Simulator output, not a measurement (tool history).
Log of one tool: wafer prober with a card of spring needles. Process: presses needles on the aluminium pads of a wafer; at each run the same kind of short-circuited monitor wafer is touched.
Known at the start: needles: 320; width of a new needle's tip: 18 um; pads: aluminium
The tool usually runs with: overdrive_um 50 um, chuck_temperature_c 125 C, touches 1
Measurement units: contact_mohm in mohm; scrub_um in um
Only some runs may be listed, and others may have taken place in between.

run   hour  overdrive_um  chuck_temperature_c  touches  contact_mohm  scrub_um
  1    0.0            50                  125        1           199     10.89
      23.9  -- tips cleaned on abrasive film
  2   48.5            50                  125        1           200     10.86
      65.0  -- tips cleaned on abrasive film
  3   75.1            50                  125        1           199     10.86
  4  100.5            50                  125        1           198     10.86
     106.6  -- tips cleaned on abrasive film
  5  131.2            50                  125        1           197     10.83
     147.7  -- tips cleaned on abrasive film
  6  167.6            50                  125        1           197     10.82
     190.2  -- tips cleaned on abrasive film
  7  203.8            50                  125        1           203     10.84
     232.9  -- tips cleaned on abrasive film
  8  238.0            39                   58        1           192      8.44

Run 9 comes next. What will it give?
     274.7  -- tips cleaned on abrasive film
  9  281.0            65                   71        1             ?         ?

{"run 9": {"contact_mohm": 178, "scrub_um": 14.02}}
Take away the tool's hidden state, keep the run-to-run variation as it was, and the same run would have given contact_mohm 178 mohm, scrub_um 14.17 um.

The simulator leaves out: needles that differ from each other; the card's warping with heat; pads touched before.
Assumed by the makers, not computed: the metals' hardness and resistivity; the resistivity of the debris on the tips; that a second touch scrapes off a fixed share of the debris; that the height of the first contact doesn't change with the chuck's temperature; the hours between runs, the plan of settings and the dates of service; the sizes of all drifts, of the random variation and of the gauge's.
